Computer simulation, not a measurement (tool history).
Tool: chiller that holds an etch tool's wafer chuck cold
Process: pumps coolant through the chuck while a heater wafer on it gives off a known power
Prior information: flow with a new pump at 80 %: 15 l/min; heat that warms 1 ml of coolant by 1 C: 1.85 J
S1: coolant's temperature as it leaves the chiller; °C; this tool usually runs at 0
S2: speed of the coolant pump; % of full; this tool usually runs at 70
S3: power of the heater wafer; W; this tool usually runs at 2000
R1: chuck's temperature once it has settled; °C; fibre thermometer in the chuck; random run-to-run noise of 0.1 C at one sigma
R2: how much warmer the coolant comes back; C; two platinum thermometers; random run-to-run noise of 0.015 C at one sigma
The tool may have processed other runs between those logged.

run 1 hour=0 | S1=0 S2=70 S3=2000 | R1=26.4 R2=5
-- hour=64.5 chiller's thermometer calibrated
run 2 hour=238.5 | S1=0 S2=70 S3=2684 | R1=35.2 R2=6.68
run 3 hour=358.5 | S1=7 S2=70 S3=2000 | R1=33.3 R2=5.02
run 4 hour=508.9 | S1=7 S2=70 S3=2000 | R1=33.2 R2=4.98
run 5 hour=633.5 | S1=7 S2=70 S3=2000 | R1=33.3 R2=5
run 6 hour=847.8 | S1=7 S2=70 S3=2000 | R1=33.4 R2=4.99
run 7 hour=1002.5 | S1=7 S2=70 S3=2000 | R1=33.3 R2=5.01
run 8 hour=1116 | S1=0 S2=70 S3=2000 | R1=26.4 R2=4.99
run 9 hour=1336.8 | S1=-3 S2=70 S3=2000 | R1=23.3 R2=5.01
run 10 hour=1522.2 | S1=0 S2=70 S3=2000 | R1=26.2 R2=4.99
run 11 hour=1660.7 | S1=0 S2=70 S3=2000 | R1=26.3 R2=4.97
run 12 hour=1757.1 | S1=0 S2=70 S3=2000 | R1=26.3 R2=5
run 13 hour=1990.2 | S1=-2 S2=80 S3=2000 | R1=22.4 R2=4.33
run 14 hour=2127.9 | S1=-2 S2=88 S3=1158 | R1=11.5 R2=2.24
run 15 hour=2232.7 | S1=0 S2=70 S3=1649 | R1=21.6 R2=4.12
-- hour=2267.8 chiller's thermometer calibrated
run 16 hour=2367.3 | S1=0 S2=70 S3=1649 | R1=21.6 R2=4.11
run 17 hour=2534.2 | S1=0 S2=86 S3=1303 | R1=15.4 R2=2.58

Run 18, settings as shown, results not yet in. Your forecast:
run 18 hour=2652.5 | S1=0 S2=86 S3=1303 | R1=? R2=?

R1: 15.3 °C
R2: 2.59 C
Without the tool's hidden state the same run would have given R1 15.3 °C, R2 2.59 C.

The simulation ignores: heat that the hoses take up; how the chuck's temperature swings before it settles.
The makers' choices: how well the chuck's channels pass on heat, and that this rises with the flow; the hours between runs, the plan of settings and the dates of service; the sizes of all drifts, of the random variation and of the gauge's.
